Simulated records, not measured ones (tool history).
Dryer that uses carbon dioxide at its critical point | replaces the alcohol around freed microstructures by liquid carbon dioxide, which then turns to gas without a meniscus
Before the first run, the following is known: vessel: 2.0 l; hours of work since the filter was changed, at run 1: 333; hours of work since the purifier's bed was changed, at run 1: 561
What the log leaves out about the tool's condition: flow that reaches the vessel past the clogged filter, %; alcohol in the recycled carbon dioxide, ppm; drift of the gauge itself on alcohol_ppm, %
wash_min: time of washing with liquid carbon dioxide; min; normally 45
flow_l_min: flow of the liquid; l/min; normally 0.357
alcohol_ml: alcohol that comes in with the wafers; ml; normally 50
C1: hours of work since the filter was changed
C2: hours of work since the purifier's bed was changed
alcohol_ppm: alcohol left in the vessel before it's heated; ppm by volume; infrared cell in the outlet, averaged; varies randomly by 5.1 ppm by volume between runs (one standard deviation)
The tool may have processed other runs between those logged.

{"run": 1, "hour": 0.0, "wash_min": 45, "flow_l_min": 0.357, "alcohol_ml": 50, "C1": 333, "C2": 561, "alcohol_ppm": 138}
{"run": 2, "hour": 17.4, "wash_min": 45, "flow_l_min": 0.357, "alcohol_ml": 50, "C1": 343, "C2": 571, "alcohol_ppm": 130}
{"run": 3, "hour": 36.3, "wash_min": 45, "flow_l_min": 0.357, "alcohol_ml": 76, "C1": 354, "C2": 581, "alcohol_ppm": 191}
{"run": 4, "hour": 56.0, "wash_min": 45, "flow_l_min": 0.412, "alcohol_ml": 50, "C1": 365, "C2": 592, "alcohol_ppm": 95}
{"run": 5, "hour": 69.0, "wash_min": 45, "flow_l_min": 0.409, "alcohol_ml": 50, "C1": 372, "C2": 600, "alcohol_ppm": 93}
{"run": 6, "hour": 91.2, "wash_min": 63, "flow_l_min": 0.357, "alcohol_ml": 50, "C1": 385, "C2": 612, "alcohol_ppm": 54}
{"run": 7, "hour": 102.8, "wash_min": 63, "flow_l_min": 0.357, "alcohol_ml": 50, "C1": 391, "C2": 619, "alcohol_ppm": 47}
{"run": 8, "hour": 119.9, "wash_min": 45, "flow_l_min": 0.395, "alcohol_ml": 50, "C1": 401, "C2": 628, "alcohol_ppm": 107}
{"run": 9, "hour": 146.3, "wash_min": 45, "flow_l_min": 0.395, "alcohol_ml": 50, "C1": 416, "C2": 643, "alcohol_ppm": 113}
{"run": 10, "hour": 173.5, "wash_min": 45, "flow_l_min": 0.395, "alcohol_ml": 50, "C1": 431, "C2": 658, "alcohol_ppm": 111}
{"run": 11, "hour": 191.1, "wash_min": 45, "flow_l_min": 0.395, "alcohol_ml": 50, "C1": 441, "C2": 668, "alcohol_ppm": 112}
{"run": 12, "hour": 210.7, "wash_min": 45, "flow_l_min": 0.357, "alcohol_ml": 71, "C1": 452, "C2": 679, "alcohol_ppm": 236}
{"run": 13, "hour": 227.9, "wash_min": 45, "flow_l_min": 0.357, "alcohol_ml": 71, "C1": 462, "C2": 689, "alcohol_ppm": 227}
{"run": 14, "hour": 248.0, "wash_min": 45, "flow_l_min": 0.357, "alcohol_ml": 71, "C1": 473, "C2": 700, "alcohol_ppm": 230}
{"hour": 261.0, "done": "inlet filter changed"}
{"run": 15, "hour": 274.4, "wash_min": 45, "flow_l_min": 0.357, "alcohol_ml": 71, "C1": 8, "C2": 715, "alcohol_ppm": 117}
{"run": 16, "hour": 291.8, "wash_min": 47, "flow_l_min": 0.357, "alcohol_ml": 50, "C1": 17, "C2": 724, "alcohol_ppm": 87}
{"run": 17, "hour": 308.8, "wash_min": 45, "flow_l_min": 0.357, "alcohol_ml": 47, "C1": 27, "C2": 734, "alcohol_ppm": 100}
{"run": 18, "hour": 326.6, "wash_min": 45, "flow_l_min": 0.357, "alcohol_ml": 47, "C1": 37, "C2": 744, "alcohol_ppm": 98}
{"hour": 342.6, "done": "purifier's bed changed"}
{"run": 19, "hour": 342.6, "wash_min": 45, "flow_l_min": 0.357, "alcohol_ml": 70, "C1": 44, "C2": 0, "alcohol_ppm": 74}
{"run": 20, "hour": 366.8, "wash_min": 45, "flow_l_min": 0.357, "alcohol_ml": 50, "C1": 58, "C2": 14, "alcohol_ppm": 59}
{"run": 21, "hour": 392.4, "wash_min": 45, "flow_l_min": 0.357, "alcohol_ml": 56, "C1": 72, "C2": 28, "alcohol_ppm": 71}
{"run": 22, "hour": 405.0, "wash_min": 45, "flow_l_min": 0.357, "alcohol_ml": 56, "C1": 79, "C2": 35, "alcohol_ppm": 79}
{"run": 23, "hour": 423.3, "wash_min": 45, "flow_l_min": 0.357, "alcohol_ml": 56, "C1": 90, "C2": 45, "alcohol_ppm": 67}
{"run": 24, "hour": 445.0, "wash_min": 45, "flow_l_min": 0.572, "alcohol_ml": 50, "C1": 102, "C2": 58, "alcohol_ppm": 9}
{"run": 25, "hour": 472.5, "wash_min": 45, "flow_l_min": 0.229, "alcohol_ml": 66, "C1": 117, "C2": 73, "alcohol_ppm": 705}

Run 26, settings as shown, results not yet in. Your forecast:
{"run": 26, "hour": 487.0, "wash_min": 45, "flow_l_min": 0.229, "alcohol_ml": 66, "C1": 125, "C2": 81, "alcohol_ppm": "?"}

{"run 26": {"alcohol_ppm": 690}}
If the tool had no hidden condition, the same run with the same run-to-run variation would have returned alcohol_ppm 584 ppm by volume.
